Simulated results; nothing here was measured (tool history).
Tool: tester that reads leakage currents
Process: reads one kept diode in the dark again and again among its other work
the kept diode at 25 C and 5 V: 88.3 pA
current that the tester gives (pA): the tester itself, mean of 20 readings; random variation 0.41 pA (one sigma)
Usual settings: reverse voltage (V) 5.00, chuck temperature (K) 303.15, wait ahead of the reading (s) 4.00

| run | hour | reverse voltage (V) | chuck temperature (K) | wait ahead of the reading (s) | current that the tester gives (pA) |
|---|---|---|---|---|---|
| 1 | 0.0 | 5.00 | 303.15 | 4.00 | 154.12 |
| 2 | 84.6 | 5.00 | 303.15 | 4.00 | 154.62 |
| 3 | 202.9 | 5.00 | 303.15 | 4.00 | 156.61 |
| 4 | 318.9 | 5.00 | 303.15 | 4.00 | 156.63 |
| 5 | 396.1 | 5.00 | 303.15 | 4.00 | 161.35 |
| 6 | 495.4 | 5.00 | 303.15 | 4.00 | 161.89 |
| 7 | 604.6 | 9.81 | 303.15 | 1.17 | 226.02 |
| 8 | 725.0 | 3.63 | 303.15 | 1.44 | 123.55 |
| 9 | 813.3 | 5.00 | 325.15 | 4.00 | 774.80 |
| 10 | 896.4 | 5.00 | 325.15 | 4.00 | 771.95 |
| 11 | 968.9 | 10.45 | 302.15 | 4.00 | 169.40 |

Taken out of this log: 3 entries between the listed runs. Where each belongs, and how the hidden state differs across it:
Between runs 4 and 5: probe card cleaned and baked (hour 334.7)
  stray current of the dirty probe card, pA a volt: 1.257 -> 2.03; current scale over the true one, %: -1.02 -> -1.06; true chuck temperature over the reading, C: 1.33 -> 1.37
  measured less the result without the state, current that the tester gives (pA): +20.74 -> +25.08
Between runs 7 and 8: chuck's temperature calibrated (hour 695.6)
  stray current of the dirty probe card, pA a volt: 2.104 -> 2.146; current scale over the true one, %: -1.17 -> -1.24; true chuck temperature over the reading, C: 1.47 -> -0.13
  measured less the result without the state, current that the tester gives (pA): +42.21 -> +4.85
Between runs 10 and 11: probe card cleaned and baked, once more (hour 958.5)
  stray current of the dirty probe card, pA a volt: 2.208 -> 0.024; current scale over the true one, %: -1.32 -> -1.36; true chuck temperature over the reading, C: -0.04 -> 0
  measured less the result without the state, current that the tester gives (pA): -1.77 -> -2.35

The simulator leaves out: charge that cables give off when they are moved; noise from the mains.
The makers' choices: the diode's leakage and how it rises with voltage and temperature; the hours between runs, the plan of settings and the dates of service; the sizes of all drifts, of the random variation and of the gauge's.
